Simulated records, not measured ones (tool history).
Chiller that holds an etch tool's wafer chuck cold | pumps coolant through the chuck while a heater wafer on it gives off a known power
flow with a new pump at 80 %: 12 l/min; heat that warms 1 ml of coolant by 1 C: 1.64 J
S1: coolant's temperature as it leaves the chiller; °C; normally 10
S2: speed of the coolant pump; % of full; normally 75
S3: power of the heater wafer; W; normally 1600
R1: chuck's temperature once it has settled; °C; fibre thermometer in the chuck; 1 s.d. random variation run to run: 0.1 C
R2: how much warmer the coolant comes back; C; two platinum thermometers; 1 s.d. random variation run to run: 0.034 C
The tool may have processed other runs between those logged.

run   hour  S1   S2    S3    R1    R2
  1      0  10   75  1600  23.2  5.43
  2   33.9  10   82  1600  22.4  5.05
  3   67.9  10   75  1600  23.1  5.53
  4  100.3  10   75  1600  23.3  5.53
  5  132.9  10   75  1600  23.4  5.56
  6  187.5  10   75  1600  23.3  5.51
  7  229.7  10   75  1423  21.8  4.91
  8  279.1  10   93  1423  20.1  4.03
  9  319.9  10   93  1423  20.1  3.93
 10  361.3  10   93  1423  20.1  4.03
     390.3  -- chiller's thermometer calibrated
 11  406.6  10   94  1600  21.2  4.44
 12  463.8  10   94  1600  21.2  4.46
 13  502.6  15   75   979  23.1  3.46
 14  539.3  16   67  1138  26.3  4.43
 15  597.6  10   90  1029  17.5  2.98
     638.2  -- chiller's thermometer calibrated, once more
 16  638.3  11  100  1600  22.2  4.22
 17  694.9   2  100  1825  14.4  4.84
 18  744.2   0   75  1408  12.2  4.92
 19  789.8   0   75  1408  12.2  4.91
 20  815.4   0   75   953   8.1  3.28
 21  858.4   0   75   953   8.3  3.31
 22  911.4   3   96   953   9.8  2.59
 23  970.7  13   75  1600    27  5.52

A few steps of R1 between consecutive runs. Split each: what settings, incoming material and random variation would produce without the hidden state, and what is left over for the hidden state, along with gauge scatter present in only one of the two compared results (measured, and without hidden state):
The tool's hidden condition here consists of: heat passed by the chuck's channels, % of clean ones'; flow at a given pump speed, % of a new pump's; coolant's true temperature over the reading, C; drift of the gauge itself on chuck_c, C; drift of the gauge itself on warmer_back_c, C.
Run 14 -> 15: S1 16 -> 10, S2 67 -> 90, S3 1138 -> 1029. R1 -8.8 °C: hidden state -0.2, all else -8.6.
Run 15 -> 16: S1 10 -> 11, S2 90 -> 100, S3 1029 -> 1600, chiller's thermometer calibrated, once more. R1 +4.7 °C: hidden state +0.4, all else +4.3.
Run 22 -> 23: S1 3 -> 13, S2 96 -> 75, S3 953 -> 1600. R1 +17.2 °C: hidden state +0.6, all else +16.6.

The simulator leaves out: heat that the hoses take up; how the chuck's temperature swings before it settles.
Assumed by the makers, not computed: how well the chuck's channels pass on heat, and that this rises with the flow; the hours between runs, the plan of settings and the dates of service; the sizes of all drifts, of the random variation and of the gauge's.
